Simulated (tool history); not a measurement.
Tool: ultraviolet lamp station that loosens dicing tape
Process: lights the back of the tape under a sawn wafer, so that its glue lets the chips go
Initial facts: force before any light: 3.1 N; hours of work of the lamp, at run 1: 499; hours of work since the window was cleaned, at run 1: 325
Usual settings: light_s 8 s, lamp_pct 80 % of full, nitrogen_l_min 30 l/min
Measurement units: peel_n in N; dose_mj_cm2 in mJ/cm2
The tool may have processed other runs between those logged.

run,hour,light_s,lamp_pct,nitrogen_l_min,hours of work of the lamp,hours of work since the window was cleaned,peel_n,dose_mj_cm2
1,0.0,8,80,30,499,325,0.605,195
2,26.3,8,80,30,512,338,0.611,194
3,47.4,8,72,30,522,348,0.722,175
# hour 54.1: window cleaned of glue's vapour
4,75.5,8,72,30,535,10,0.776,164
5,106.8,8,72,30,550,25,0.784,159
6,123.9,8,72,30,558,33,0.799,159
7,162.2,8,72,30,576,52,0.843,160
8,188.5,8,80,30,589,64,0.672,175
# hour 201.5: window cleaned of glue's vapour, once more
9,225.9,8,80,30,607,12,0.527,220
10,261.8,8,80,30,624,29,0.521,218
11,279.3,8,80,30,632,37,0.535,214
12,308.1,8,80,30,646,51,0.543,216
13,328.5,8,80,30,656,61,0.538,216
14,345.2,8,80,24,664,69,0.595,208
15,365.3,8,80,24,673,78,0.623,211
16,399.8,8,80,24,690,95,0.610,210
17,432.0,10,80,14,705,110,0.634,255
18,453.0,10,80,14,715,120,0.620,259
19,477.4,10,80,14,727,132,0.646,254
20,507.0,10,80,30,741,146,0.434,254
21,530.7,6,72,30,752,157,0.920,136
22,549.1,6,72,30,761,166,0.940,135
23,587.8,12,80,30,779,184,0.340,296
24,625.3,8,80,30,797,202,0.610,197
25,653.6,13,87,13,811,216,0.431,354
26,677.6,9,76,13,822,227,0.844,207

Consider 4 possible next runs. They are alternatives, not a sequence: every one starts from the tool as it was left by run 26. What does each give?
A,717.5,12,85,35,841,246,?,?
B,717.5,7,80,30,841,246,?,?
C,717.5,9,72,44,841,246,?,?
D,717.5,5,72,49,841,246,?,?

run,peel_n,dose_mj_cm2
A,0.310,303
B,0.750,173
C,0.497,196
D,1.038,108
What these runs would have given with no unlogged condition in the tool:
run,peel_n,dose_mj_cm2
A,0.229,395
B,0.526,223
C,0.337,255
D,0.770,140
